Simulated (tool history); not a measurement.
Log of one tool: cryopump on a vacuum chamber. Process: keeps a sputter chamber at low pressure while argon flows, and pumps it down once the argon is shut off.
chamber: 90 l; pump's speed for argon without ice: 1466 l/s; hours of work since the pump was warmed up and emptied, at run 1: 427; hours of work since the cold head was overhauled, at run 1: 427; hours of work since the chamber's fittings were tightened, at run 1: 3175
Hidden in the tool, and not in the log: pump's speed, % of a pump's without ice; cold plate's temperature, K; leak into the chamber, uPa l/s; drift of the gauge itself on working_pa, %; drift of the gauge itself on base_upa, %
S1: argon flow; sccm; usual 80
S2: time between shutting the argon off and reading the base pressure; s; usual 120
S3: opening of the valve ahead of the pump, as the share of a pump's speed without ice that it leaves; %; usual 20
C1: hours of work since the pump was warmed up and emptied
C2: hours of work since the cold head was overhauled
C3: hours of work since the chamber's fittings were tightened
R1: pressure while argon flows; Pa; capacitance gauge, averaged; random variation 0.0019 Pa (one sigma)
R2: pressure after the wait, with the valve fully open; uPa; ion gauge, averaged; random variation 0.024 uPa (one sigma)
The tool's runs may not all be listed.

{"run": 1, "hour": 0.0, "S1": 80, "S2": 120, "S3": 20, "C1": 427, "C2": 427, "C3": 3175, "R1": 0.4697, "R2": 1.48}
{"run": 2, "hour": 24.8, "S1": 80, "S2": 120, "S3": 20, "C1": 445, "C2": 445, "C3": 3193, "R1": 0.4704, "R2": 1.52}
{"run": 3, "hour": 53.6, "S1": 80, "S2": 120, "S3": 20, "C1": 466, "C2": 466, "C3": 3214, "R1": 0.4729, "R2": 1.45}
{"run": 4, "hour": 85.4, "S1": 80, "S2": 120, "S3": 16, "C1": 489, "C2": 489, "C3": 3237, "R1": 0.5864, "R2": 1.48}
{"run": 5, "hour": 110.2, "S1": 80, "S2": 120, "S3": 16, "C1": 507, "C2": 507, "C3": 3255, "R1": 0.5916, "R2": 1.49}
{"run": 6, "hour": 133.6, "S1": 80, "S2": 120, "S3": 20, "C1": 524, "C2": 524, "C3": 3273, "R1": 0.4742, "R2": 1.53}
{"run": 7, "hour": 154.5, "S1": 80, "S2": 120, "S3": 20, "C1": 540, "C2": 540, "C3": 3288, "R1": 0.4736, "R2": 1.49}
{"run": 8, "hour": 185.6, "S1": 80, "S2": 120, "S3": 20, "C1": 562, "C2": 562, "C3": 3310, "R1": 0.4714, "R2": 1.54}
{"run": 9, "hour": 207.4, "S1": 80, "S2": 120, "S3": 18, "C1": 578, "C2": 578, "C3": 3326, "R1": 0.5292, "R2": 1.59}
{"run": 10, "hour": 225.5, "S1": 108, "S2": 110, "S3": 53, "C1": 591, "C2": 591, "C3": 3340, "R1": 0.2532, "R2": 1.6}
{"run": 11, "hour": 257.5, "S1": 108, "S2": 110, "S3": 53, "C1": 615, "C2": 615, "C3": 3363, "R1": 0.255, "R2": 1.59}
{"run": 12, "hour": 290.1, "S1": 43, "S2": 39, "S3": 29, "C1": 639, "C2": 639, "C3": 3387, "R1": 0.1804, "R2": 2.98}
{"run": 13, "hour": 322.7, "S1": 80, "S2": 64, "S3": 18, "C1": 662, "C2": 662, "C3": 3410, "R1": 0.5281, "R2": 2.14}
{"run": 14, "hour": 356.8, "S1": 42, "S2": 120, "S3": 25, "C1": 687, "C2": 687, "C3": 3435, "R1": 0.2027, "R2": 1.56}
{"hour": 376.7, "done": "leaking fittings of the chamber tightened, without venting"}
{"run": 15, "hour": 393.6, "S1": 33, "S2": 22, "S3": 19, "C1": 713, "C2": 713, "C3": 12, "R1": 0.2061, "R2": 4.14}
{"run": 16, "hour": 427.2, "S1": 33, "S2": 22, "S3": 19, "C1": 737, "C2": 737, "C3": 37, "R1": 0.2078, "R2": 4.19}
{"run": 17, "hour": 463.8, "S1": 109, "S2": 120, "S3": 20, "C1": 764, "C2": 764, "C3": 64, "R1": 0.6531, "R2": 1.03}

Some steps in R1 between neighbouring runs. How much of each would the tool show without its hidden state too (settings, what came in, random variation), and how much is left for the hidden state, with any gauge scatter that isn't in both results?
Run 16 -> 17: S1 33 -> 109, S2 22 -> 120, S3 19 -> 20. R1 +0.4453 Pa: hidden state +0.0173, all else +0.4280.
